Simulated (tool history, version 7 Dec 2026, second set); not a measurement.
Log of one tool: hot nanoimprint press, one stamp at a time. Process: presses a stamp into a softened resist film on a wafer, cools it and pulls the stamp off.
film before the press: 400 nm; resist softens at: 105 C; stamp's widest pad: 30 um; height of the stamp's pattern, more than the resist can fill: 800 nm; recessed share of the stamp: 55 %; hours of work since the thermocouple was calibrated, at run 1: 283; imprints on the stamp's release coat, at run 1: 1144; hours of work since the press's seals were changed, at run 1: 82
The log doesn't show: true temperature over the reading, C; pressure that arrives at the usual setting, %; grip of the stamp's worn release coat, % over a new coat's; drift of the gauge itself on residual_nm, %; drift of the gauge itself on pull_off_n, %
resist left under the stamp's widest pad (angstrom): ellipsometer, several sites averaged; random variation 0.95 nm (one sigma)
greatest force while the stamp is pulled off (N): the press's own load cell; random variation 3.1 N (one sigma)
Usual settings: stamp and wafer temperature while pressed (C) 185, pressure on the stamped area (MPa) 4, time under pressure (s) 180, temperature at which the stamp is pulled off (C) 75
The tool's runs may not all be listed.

run,day,stamp and wafer temperature while pressed (C),pressure on the stamped area (MPa),time under pressure (s),temperature at which the stamp is pulled off (C),hours of work since the thermocouple was calibrated,imprints on the stamp's release coat,hours of work since the press's seals were changed,resist left under the stamp's widest pad (angstrom),greatest force while the stamp is pulled off (N)
1,0,185,4,180,75,283,1144,82,1988,177
2,0.429,194,4,180,75,290,1176,89,1319,180
3,0.917,194,4,180,75,297,1212,97,1323,188
4,1.45,194,4,180,75,306,1252,105,1327,192
5,1.933,194,4,180,75,313,1288,113,1325,180
6,2.379,194,4,180,75,320,1321,120,1317,189
7,3.279,194,4.4,180,75,335,1388,134,1274,188
# day 3.688: stamp cleaned and given a new release coat
8,4.404,194,4.4,180,75,348,53,148,1266,148
9,4.933,194,4.4,180,75,357,93,156,1273,153
10,5.442,185,4,180,75,365,130,164,1986,148
11,5.833,185,4,180,75,371,160,170,1988,157
12,6.717,185,4,180,75,385,225,184,1982,154
13,7.554,185,4,180,75,398,288,198,1971,149
14,8.138,185,4,180,75,408,331,207,1977,155
15,8.696,185,3.13,180,75,416,373,216,2187,160
16,9.45,185,3.13,180,75,428,429,228,2185,157
17,10.079,175,2.7,180,78,438,476,238,3196,158
18,10.871,175,2.7,180,78,451,535,250,3189,161
19,11.317,175,2.7,180,78,458,569,257,3189,161
20,11.771,195,2.7,180,79,465,602,264,1511,166
21,12.371,184,3.81,180,82,475,647,274,2100,148
22,13.242,193,3.84,180,63,488,712,288,1398,185
23,13.638,193,3.84,180,63,495,742,294,1389,190
24,14.167,197,4.76,180,75,503,781,302,1059,169
25,14.808,197,4.53,197,75,513,829,312,1037,175
26,15.596,185,2.63,180,81,526,888,325,2291,159
27,16.35,185,6.12,131,75,537,944,337,1839,173
28,16.808,190,4,180,75,545,978,344,1574,176
29,17.283,190,4.37,178,75,552,1013,352,1511,173
30,17.888,190,4.37,178,75,562,1058,361,1504,182

4 ways to go on from here, each from the tool as it stands after run 30. What would each give?
# day 18.058: plate thermocouple calibrated
A,18.683,195,3.68,271,75,10,1108,372,?,?
# day 18.058: plate thermocouple calibrated
B,18.683,197,2.97,178,74,10,1108,372,?,?
# day 18.058: plate thermocouple calibrated
C,18.683,185,5.68,180,75,10,1108,372,?,?
# day 18.058: plate thermocouple calibrated
D,18.683,196,4,180,64,10,1108,372,?,?

run,resist left under the stamp's widest pad (angstrom),greatest force while the stamp is pulled off (N)
A,1140,185
B,1387,186
C,1759,177
D,1237,199
Without the tool's hidden state the same runs would have given:
run,resist left under the stamp's widest pad (angstrom),greatest force while the stamp is pulled off (N)
A,1126,151
B,1373,153
C,1733,145
D,1221,163

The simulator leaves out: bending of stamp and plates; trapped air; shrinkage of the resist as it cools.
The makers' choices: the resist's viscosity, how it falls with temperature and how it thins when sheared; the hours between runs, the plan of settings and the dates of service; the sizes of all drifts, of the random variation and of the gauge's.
